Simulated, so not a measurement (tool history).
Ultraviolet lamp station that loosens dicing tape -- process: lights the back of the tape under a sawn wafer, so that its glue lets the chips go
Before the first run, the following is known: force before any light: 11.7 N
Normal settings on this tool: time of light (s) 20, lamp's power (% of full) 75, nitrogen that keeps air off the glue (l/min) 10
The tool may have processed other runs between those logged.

run	day	time of light (s)	lamp's power (% of full)	nitrogen that keeps air off the glue (l/min)	force that peels the tape off (N)	light that reached the tape (mJ/cm2)
1	0	20	75	10	0.807	197
2	1.317	20	75	10	0.831	196
3	3.562	11	75	10	2.816	103
4	5.575	11	75	10	2.948	99
5	8.008	20	92	10	0.61	219
6	9.262	20	92	10	0.644	215
7	12.058	20	92	10	0.74	202
# day 12.854: lamp changed
8	13.308	20	92	10	0.242	302
9	15.254	20	92	10	0.268	294
# day 16.817: window cleaned of glue's vapour
10	17.654	20	92	10	0.172	344
11	20.142	11	82	12	1.13	165
12	21.725	17	73	17	0.372	220
13	23.546	23	61	17	0.288	244
14	25.425	23	61	17	0.302	237
15	27.408	20	79	10	0.386	261

Each row is a separate what-if for the run after 15, all from the same tool condition, not one after another. Results?
A	28.658	20	75	19	?	?
B	28.658	20	74	10	?	?
C	28.658	28	79	9	?	?
D	28.658	11	64	11	?	?

run	force that peels the tape off (N)	light that reached the tape (mJ/cm2)
A	0.267	242
B	0.505	240
C	0.158	354
D	2.313	114
With the hidden condition removed and each run's random variation left untouched, the same runs would have given:
run	force that peels the tape off (N)	light that reached the tape (mJ/cm2)
A	0.159	290
B	0.296	287
C	0.099	424
D	1.702	137

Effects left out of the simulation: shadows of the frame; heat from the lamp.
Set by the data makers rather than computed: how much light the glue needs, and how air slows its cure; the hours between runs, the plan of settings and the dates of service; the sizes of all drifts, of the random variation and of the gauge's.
